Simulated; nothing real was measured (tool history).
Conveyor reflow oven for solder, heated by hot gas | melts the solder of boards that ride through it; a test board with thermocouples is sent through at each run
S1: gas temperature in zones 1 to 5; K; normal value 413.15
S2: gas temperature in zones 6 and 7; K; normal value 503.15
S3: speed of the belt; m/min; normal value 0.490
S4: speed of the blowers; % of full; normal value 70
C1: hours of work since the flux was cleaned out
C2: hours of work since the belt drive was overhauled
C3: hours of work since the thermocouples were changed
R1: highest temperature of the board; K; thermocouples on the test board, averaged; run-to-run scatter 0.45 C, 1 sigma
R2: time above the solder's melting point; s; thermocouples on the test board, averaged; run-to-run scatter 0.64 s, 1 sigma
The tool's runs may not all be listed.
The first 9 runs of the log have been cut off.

Run 10, hour 132.4: usual settings; C1 457; C2 457; C3 233. Result: R1 490.35 K, R2 65.6 s.
Run 11, hour 153.1: usual settings; C1 468; C2 468; C3 245. Result: R1 489.95 K, R2 64.0 s.
At hour 164.3: flux residue cleaned out of gas plates and filters.
Run 12, hour 167.4: usual settings but S1 401.15 K; C1 2; C2 473; C3 250. Result: R1 488.15 K, R2 60.2 s.
Run 13, hour 183.8: usual settings but S3 0.463 m/min; C1 11; C2 482; C3 259. Result: R1 492.35 K, R2 72.1 s.
Run 14, hour 204.1: usual settings; C1 22; C2 493; C3 270. Result: R1 489.05 K, R2 65.1 s.
Run 15, hour 222.4: usual settings; C1 32; C2 503; C3 280. Result: R1 489.95 K, R2 65.5 s.
Run 16, hour 232.9: usual settings; C1 37; C2 509; C3 285. Result: R1 489.65 K, R2 65.0 s.
Run 17, hour 249.1: usual settings but S1 415.15 K, S3 0.502 m/min; C1 46; C2 518; C3 294. Result: R1 490.25 K, R2 62.7 s.
Run 18, hour 271.1: usual settings but S1 415.15 K, S2 498.15 K, S3 0.502 m/min, S4 57 % of full; C1 58; C2 530; C3 306. Result: R1 480.55 K, R2 55.4 s.
Run 19, hour 290.2: usual settings but S2 494.15 K; C1 68; C2 540; C3 316. Result: R1 481.75 K, R2 59.2 s.
Run 20, hour 309.1: usual settings but S3 0.503 m/min; C1 79; C2 550; C3 327. Result: R1 489.55 K, R2 61.8 s.
Run 21, hour 325.6: usual settings but S4 51 % of full; C1 87; C2 559; C3 335. Result: R1 484.05 K, R2 56.8 s.
Run 22, hour 339.7: usual settings but S4 51 % of full; C1 95; C2 567; C3 343. Result: R1 482.95 K, R2 56.9 s.
Run 23, hour 349.2: usual settings but S1 416.15 K, S3 0.446 m/min, S4 58 % of full; C1 100; C2 572; C3 348. Result: R1 490.25 K, R2 73.1 s.
Run 24, hour 360.7: usual settings but S1 416.15 K, S2 500.15 K, S3 0.510 m/min, S4 54 % of full; C1 106; C2 578; C3 354. Result: R1 481.15 K, R2 53.4 s.
Run 25, hour 376.5: usual settings but S1 416.15 K, S2 500.15 K, S3 0.510 m/min, S4 54 % of full; C1 115; C2 587; C3 363. Result: R1 481.05 K, R2 54.6 s.
Run 26, hour 397.3: usual settings but S1 416.15 K, S2 500.15 K, S3 0.510 m/min, S4 54 % of full; C1 126; C2 598; C3 374. Result: R1 481.65 K, R2 53.9 s.
Run 27, hour 416.0: usual settings but S3 0.563 m/min, S4 80 % of full; C1 136; C2 608; C3 384. Result: R1 488.65 K, R2 55.0 s.
Run 28, hour 430.8: usual settings but S3 0.409 m/min, S4 78 % of full; C1 145; C2 616; C3 393. Result: R1 496.75 K, R2 85.3 s.
Run 29, hour 440.1: usual settings but S1 428.15 K, S2 501.15 K, S3 0.556 m/min, S4 78 % of full; C1 150; C2 621; C3 398. Result: R1 489.35 K, R2 62.2 s.
Run 30, hour 456.7: usual settings but S1 412.15 K, S2 501.15 K, S3 0.556 m/min, S4 86 % of full; C1 159; C2 630; C3 407. Result: R1 488.75 K, R2 56.0 s.

Each row is a separate what-if for the run after 30, all from the same tool condition, not one after another. Results?
Run A, hour 467.8: usual settings but S4 58 % of full; C1 165; C2 636; C3 413. Result: R1 ?, R2 ?.
Run B, hour 467.8: usual settings but S1 426.15 K, S2 501.15 K, S3 0.413 m/min, S4 86 % of full; C1 165; C2 636; C3 413. Result: R1 ?, R2 ?.
Run C, hour 467.8: usual settings but S1 409.15 K, S2 496.15 K, S3 0.556 m/min, S4 71 % of full; C1 165; C2 636; C3 413. Result: R1 ?, R2 ?.
Run D, hour 467.8: usual settings but S1 412.15 K, S2 501.15 K, S3 0.556 m/min, S4 68 % of full; C1 165; C2 636; C3 413. Result: R1 ?, R2 ?.
Run E, hour 467.8: usual settings but S2 499.15 K, S3 0.495 m/min, S4 86 % of full; C1 165; C2 636; C3 413. Result: R1 ?, R2 ?.

run      R1    R2
  A  485.85  61.2
  B  495.95  90.5
  C  479.55  45.7
  D  483.45  51.2
  E  489.85  65.4
With no hidden state in the tool, these same runs would have given:
run      R1    R2
  A  485.95  61.2
  B  495.95  90.5
  C  479.65  45.8
  D  483.55  51.3
  E  489.95  65.5
